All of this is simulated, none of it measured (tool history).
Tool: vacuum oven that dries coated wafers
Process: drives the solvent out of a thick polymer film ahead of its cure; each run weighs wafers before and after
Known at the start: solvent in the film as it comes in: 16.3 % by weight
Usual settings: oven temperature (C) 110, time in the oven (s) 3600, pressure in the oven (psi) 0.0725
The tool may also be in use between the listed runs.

| run | hour | oven temperature (C) | time in the oven (s) | pressure in the oven (psi) | solvent left in the film (%) |
|---|---|---|---|---|---|
| 1 | 0 | 110 | 3600 | 0.0725 | 2.65 |
| 2 | 11.4 | 110 | 3600 | 0.0725 | 2.64 |
| 3 | 21.2 | 110 | 3600 | 0.0725 | 2.66 |
| 4 | 31.7 | 110 | 3600 | 0.0725 | 2.66 |
| 5 | 43.6 | 110 | 3600 | 0.0725 | 2.62 |
| 6 | 52.6 | 110 | 3600 | 0.0725 | 2.67 |
| 7 | 57.7 | 109 | 3600 | 0.0725 | 2.85 |
| 8 | 69.3 | 110 | 3600 | 0.1452 | 2.71 |
| 9 | 75.2 | 110 | 3600 | 0.1452 | 2.75 |
|  | 78.1 | oven's thermocouples calibrated |
| 10 | 88.7 | 110 | 3600 | 0.168 | 2.83 |
| 11 | 99.2 | 110 | 3600 | 0.1442 | 2.81 |
| 12 | 104.4 | 110 | 3600 | 0.1442 | 2.84 |
| 13 | 110.7 | 112 | 2400 | 0.1958 | 4.27 |
|  | 114.2 | oven's thermocouples calibrated, once more |
| 14 | 120.3 | 112 | 2400 | 0.1958 | 3.83 |
| 15 | 131 | 107 | 3360 | 0.2799 | 3.49 |
| 16 | 138.1 | 107 | 3360 | 0.2799 | 3.53 |
| 17 | 143.3 | 110 | 5520 | 0.1533 | 1.09 |
| 18 | 148.8 | 96 | 3660 | 0.1184 | 5.38 |
| 19 | 156.2 | 107 | 6180 | 0.1707 | 1.21 |
| 20 | 166.9 | 107 | 6180 | 0.1707 | 1.19 |
| 21 | 172.3 | 107 | 6180 | 0.1707 | 1.2 |
| 22 | 184.7 | 100 | 4020 | 0.0751 | 3.96 |
| 23 | 190.1 | 101 | 5520 | 0.0798 | 2.34 |
| 24 | 201.2 | 110 | 2640 | 0.0725 | 3.69 |

4 ways to go on from here, each from the tool as it stands after run 24. What would each give?
| A | 210.1 | 116 | 5400 | 0.0651 | ? |
| B | 210.1 | 114 | 2460 | 0.0725 | ? |
| C | 210.1 | 108 | 1800 | 0.1012 | ? |
| D | 210.1 | 115 | 5220 | 0.1508 | ? |

| run | solvent left in the film (%) |
|---|---|
| A | 0.52 |
| B | 3.2 |
| C | 6.05 |
| D | 0.71 |
Without the tool's hidden state the same runs would have given:
| run | solvent left in the film (%) |
|---|---|
| A | 0.53 |
| B | 3.24 |
| C | 6.1 |
| D | 0.73 |

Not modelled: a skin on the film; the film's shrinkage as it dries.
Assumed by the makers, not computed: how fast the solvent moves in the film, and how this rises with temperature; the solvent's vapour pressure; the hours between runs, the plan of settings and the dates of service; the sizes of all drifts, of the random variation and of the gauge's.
